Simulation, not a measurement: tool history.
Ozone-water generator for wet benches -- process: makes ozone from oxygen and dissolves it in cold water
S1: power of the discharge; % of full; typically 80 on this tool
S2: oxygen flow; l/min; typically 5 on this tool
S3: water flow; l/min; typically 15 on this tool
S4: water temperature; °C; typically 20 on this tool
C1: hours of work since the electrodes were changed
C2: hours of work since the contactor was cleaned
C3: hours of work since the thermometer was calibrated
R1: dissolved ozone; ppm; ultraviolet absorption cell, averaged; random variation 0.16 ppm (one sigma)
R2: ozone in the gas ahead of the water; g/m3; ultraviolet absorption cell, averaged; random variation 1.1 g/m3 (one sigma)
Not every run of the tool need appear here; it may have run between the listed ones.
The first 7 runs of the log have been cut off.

run 8 day=33.762 | S1=80 S2=5 S3=15 S4=20 | C1=2947 C2=797 C3=2040 | R1=20.5 R2=191.7
run 9 day=42.079 | S1=80 S2=5 S3=15 S4=20 | C1=3136 C2=986 C3=2228 | R1=20.2 R2=190.3
run 10 day=49.304 | S1=80 S2=5 S3=15 S4=20 | C1=3300 C2=1150 C3=2392 | R1=20.4 R2=188.4
run 11 day=56.921 | S1=80 S2=5 S3=15 S4=20 | C1=3473 C2=1323 C3=2565 | R1=20.3 R2=189.7
run 12 day=64.75 | S1=80 S2=5 S3=15 S4=22 | C1=3650 C2=1500 C3=2743 | R1=19.7 R2=189.6
run 13 day=69.554 | S1=80 S2=5 S3=15 S4=22 | C1=3759 C2=1609 C3=2852 | R1=19.7 R2=190
run 14 day=76.571 | S1=80 S2=5 S3=15 S4=22 | C1=3919 C2=1769 C3=3011 | R1=19.9 R2=191
run 15 day=82.754 | S1=80 S2=6.12 S3=15 S4=22 | C1=4059 C2=1909 C3=3151 | R1=18.9 R2=166.7
run 16 day=87.725 | S1=80 S2=6.12 S3=15 S4=22 | C1=4172 C2=2022 C3=3264 | R1=18.9 R2=165.7
run 17 day=91.975 | S1=80 S2=6.12 S3=15 S4=22 | C1=4268 C2=2118 C3=3361 | R1=18.6 R2=167.6
run 18 day=99.229 | S1=80 S2=5.23 S3=15 S4=16 | C1=4433 C2=2283 C3=3525 | R1=21.5 R2=183.9
run 19 day=106.662 | S1=72 S2=4.43 S3=15 S4=13 | C1=4601 C2=2451 C3=3694 | R1=21.7 R2=192.5
run 20 day=113.167 | S1=59 S2=6.83 S3=10 S4=19 | C1=4749 C2=2599 C3=3841 | R1=20.5 R2=128.9
run 21 day=121.262 | S1=57 S2=5 S3=12 S4=13 | C1=4933 C2=2783 C3=4025 | R1=22.2 R2=153.2
run 22 day=129.458 | S1=80 S2=6.02 S3=21 S4=20 | C1=5119 C2=2969 C3=4211 | R1=15.7 R2=167.3
run 23 day=137.904 | S1=50 S2=5 S3=15 S4=15 | C1=5310 C2=3160 C3=4403 | R1=16.7 R2=142.5

Expected results for the next run?
run 24 day=146.129 | S1=50 S2=5 S3=15 S4=15 | C1=5497 C2=3347 C3=4589 | R1=? R2=?

R1: 16.7 ppm
R2: 143 g/m3
Take away the tool's hidden state, keep the run-to-run variation as it was, and the same run would have given R1 16.8 ppm, R2 143.3 g/m3.
